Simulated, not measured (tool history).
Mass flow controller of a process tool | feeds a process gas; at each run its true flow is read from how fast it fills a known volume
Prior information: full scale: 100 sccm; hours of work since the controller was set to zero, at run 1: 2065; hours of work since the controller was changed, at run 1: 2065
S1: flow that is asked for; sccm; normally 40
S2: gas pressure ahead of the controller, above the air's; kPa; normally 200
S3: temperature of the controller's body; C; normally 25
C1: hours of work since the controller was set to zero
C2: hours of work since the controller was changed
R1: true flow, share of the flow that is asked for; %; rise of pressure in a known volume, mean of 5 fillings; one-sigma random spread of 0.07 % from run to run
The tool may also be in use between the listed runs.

run	hour	S1	S2	S3	C1	C2	R1
1	0	40	200	25	2065	2065	99.5
2	150.3	40	200	25	2112	2112	99.67
3	332.1	40	200	25	2168	2168	99.57
4	450.3	40	200	25	2204	2204	99.57
5	605.9	40	200	25	2252	2252	99.67
6	779.9	40	266	25	2306	2306	100.02
7	920.9	40	195	25	2350	2350	99.77
8	1048.4	40	256	25	2389	2389	99.91
9	1188	13	265	25	2432	2432	101.28
10	1301.7	13	265	25	2467	2467	101.38
11	1424.3	13	265	25	2505	2505	101.44
12	1563.4	54	209	22	2548	2548	99.9
13	1726.9	54	209	22	2599	2599	99.82
14	1878.8	24	209	25	2646	2646	100.09
15	2001.6	16	266	25	2684	2684	101.08
16	2088.1	10	159	33	2710	2710	102.38

Branching from run 16: 4 alternative next runs. What would each branch give?
A	2176.3	15	235	33	2738	2738	?
B	2176.3	42	166	29	2738	2738	?
C	2176.3	18	232	22	2738	2738	?
D	2176.3	44	159	24	2738	2738	?

run	R1
A	101.48
B	99.98
C	100.74
D	99.72
Had the tool no hidden state, the same runs would have come out as:
run	R1
A	98.01
B	98.42
C	97.77
D	98.21

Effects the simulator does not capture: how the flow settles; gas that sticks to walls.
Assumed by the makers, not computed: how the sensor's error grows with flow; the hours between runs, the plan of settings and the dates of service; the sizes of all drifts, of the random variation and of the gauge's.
